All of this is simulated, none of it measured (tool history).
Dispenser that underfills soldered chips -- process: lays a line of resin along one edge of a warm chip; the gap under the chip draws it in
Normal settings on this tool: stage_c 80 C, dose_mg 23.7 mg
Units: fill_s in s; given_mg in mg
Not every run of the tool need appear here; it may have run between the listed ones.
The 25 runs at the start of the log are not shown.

| run | hour | stage_c | dose_mg | hours of work since the syringe was changed | hours of work since the valve was cleaned | hours of work since the stage was calibrated | fill_s | given_mg |
|---|---|---|---|---|---|---|---|---|
|  | 98.5 | new syringe of resin |
| 26 | 98.6 | 88 | 24.8 | 0 | 93 | 87 | 113 | 24.33 |
| 27 | 103.6 | 80 | 26.3 | 3 | 96 | 90 | 188.6 | 25.39 |
| 28 | 106.5 | 71 | 25.9 | 5 | 98 | 92 | 315.2 | 25.12 |
|  | 108.3 | new syringe of resin |
| 29 | 111.1 | 76 | 25.3 | 2 | 100 | 94 | 217.9 | 24.43 |
| 30 | 115.8 | 76 | 25.3 | 5 | 103 | 97 | 250.9 | 24.47 |
|  | 118.2 | new syringe of resin |
| 31 | 120.4 | 76 | 25.3 | 1 | 106 | 100 | 211.6 | 24.6 |
| 32 | 122.5 | 78 | 26.3 | 3 | 108 | 101 | 199.6 | 25.39 |
| 33 | 126.2 | 83 | 29.7 | 5 | 110 | 104 | 180.1 | 28.61 |
|  | 127.8 | new syringe of resin |
| 34 | 130 | 80 | 30.6 | 1 | 112 | 106 | 172.5 | 29.58 |

Each row is a separate what-if for the run after 34, all from the same tool condition, not one after another. Results?
| A | 133.9 | 66 | 26.6 | 4 | 115 | 108 | ? | ? |
| B | 133.9 | 88 | 26.5 | 4 | 115 | 108 | ? | ? |
| C | 133.9 | 82 | 20.7 | 4 | 115 | 108 | ? | ? |
| D | 133.9 | 68 | 20.2 | 4 | 115 | 108 | ? | ? |

| run | fill_s | given_mg |
|---|---|---|
| A | 391.7 | 25.82 |
| B | 135.7 | 25.68 |
| C | 192.6 | 19.92 |
| D | 380.9 | 19.49 |
Take away the tool's hidden state, keep each run's random variation, and the runs would have read:
| run | fill_s | given_mg |
|---|---|---|
| A | 311.9 | 26.75 |
| B | 108.5 | 26.6 |
| C | 152.5 | 20.64 |
| D | 300.2 | 20.19 |
